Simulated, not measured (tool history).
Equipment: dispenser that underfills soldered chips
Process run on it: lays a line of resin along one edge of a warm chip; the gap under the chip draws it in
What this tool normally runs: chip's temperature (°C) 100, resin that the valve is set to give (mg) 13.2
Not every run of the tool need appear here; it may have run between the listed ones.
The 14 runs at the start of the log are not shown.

run   hour  chip's temperature (°C)  resin that the valve is set to give (mg)  hours of work since the syringe was changed  hours of work since the valve was cleaned  hours of work since the stage was calibrated  time until the resin shows at the far edge (s)  resin that the valve gave (mg)
 15   44.7                       96                                      13.2                                           11                                         13                                           151                                           436.5                           13.16
      46.2  -- new syringe of resin
 16   48.6                       96                                      13.2                                            2                                         16                                           153                                           195.2                            13.1
 17   52.9                      101                                      15.8                                            4                                         19                                           156                                           208.3                           15.69
 18   57.4                      105                                      11.4                                            8                                         22                                           159                                           255.9                           11.31
 19   61.6                      113                                      12.7                                           10                                         25                                           162                                           254.6                            12.6
      63.6  -- new syringe of resin
 20   65.2                       95                                      11.6                                            1                                         27                                           164                                           198.2                           11.48
 21   67.6                       95                                      11.6                                            3                                         29                                           166                                           227.7                           11.49
 22   70.9                       95                                      11.6                                            5                                         31                                           168                                           275.9                           11.45
 23   74.7                       89                                      14.1                                            8                                         33                                           171                                           394.4                           13.94
 24   78.2                      105                                      11.3                                           10                                         36                                           173                                           318.3                           11.16
      80.9  -- new syringe of resin
 25   82.5                      105                                      11.3                                            1                                         38                                           176                                           150.2                           11.14
 26   86.1                      105                                      12.5                                            4                                         41                                           178                                           178.9                           12.34
 27   88.8                      100                                        12                                            5                                         43                                           180                                           240.5                           11.83
 28   92.9                      100                                        12                                            8                                         45                                           183                                           308.7                           11.83
 29   96.4                       91                                      12.2                                           10                                         48                                           185                                           490.6                           11.99
      98.3  -- new syringe of resin
 30  100.6                      113                                      12.8                                            2                                         50                                           188                                           118.9                           12.58

Here are 4 independent what-if runs from the current tool condition. What would each one return?
  A   104                      105                                      13.2                                            4                                         53                                           190                                               ?                               ?
  B   104                       86                                      12.6                                            4                                         53                                           190                                               ?                               ?
  C   104                      113                                      13.3                                            4                                         53                                           190                                               ?                               ?
  D   104                       90                                      16.9                                            4                                         53                                           190                                               ?                               ?

run  time until the resin shows at the far edge (s)  resin that the valve gave (mg)
  A                                           183.6                           12.98
  B                                           321.7                           12.41
  C                                           146.5                           13.07
  D                                           270.9                            16.6
Had the tool no hidden state, the same runs would have come out as:
run  time until the resin shows at the far edge (s)  resin that the valve gave (mg)
  A                                           133.3                           13.21
  B                                           233.5                           12.63
  C                                           106.4                            13.3
  D                                           197.1                           16.89
